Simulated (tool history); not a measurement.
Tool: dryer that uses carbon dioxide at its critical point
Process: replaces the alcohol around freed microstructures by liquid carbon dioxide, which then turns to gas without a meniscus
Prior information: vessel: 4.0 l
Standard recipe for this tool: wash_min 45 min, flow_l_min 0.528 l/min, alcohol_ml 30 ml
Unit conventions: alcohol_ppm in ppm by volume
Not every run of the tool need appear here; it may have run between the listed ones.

run,hour,wash_min,flow_l_min,alcohol_ml,alcohol_ppm
1,0,45,0.528,30,114
2,33.8,45,0.528,30,148
3,53.2,45,0.528,30,137
4,83.9,45,0.528,30,161
# hour 90.2: inlet filter changed
5,124.9,45,0.528,30,142
6,159.3,45,0.528,30,149
7,202.2,45,0.528,30,169
8,241.3,45,0.566,30,176
9,282.1,45,0.566,30,185
10,323,45,0.6,57,220
11,366.8,45,0.6,57,229
12,400.2,71,0.686,25,213

Run 13 has not been measured yet. What should we expect?
13,439.4,53,0.628,70,?

Run 13 yielded alcohol_ppm 233 ppm by volume.
The same run, on a tool lacking any hidden state, would have yielded alcohol_ppm 16 ppm by volume.

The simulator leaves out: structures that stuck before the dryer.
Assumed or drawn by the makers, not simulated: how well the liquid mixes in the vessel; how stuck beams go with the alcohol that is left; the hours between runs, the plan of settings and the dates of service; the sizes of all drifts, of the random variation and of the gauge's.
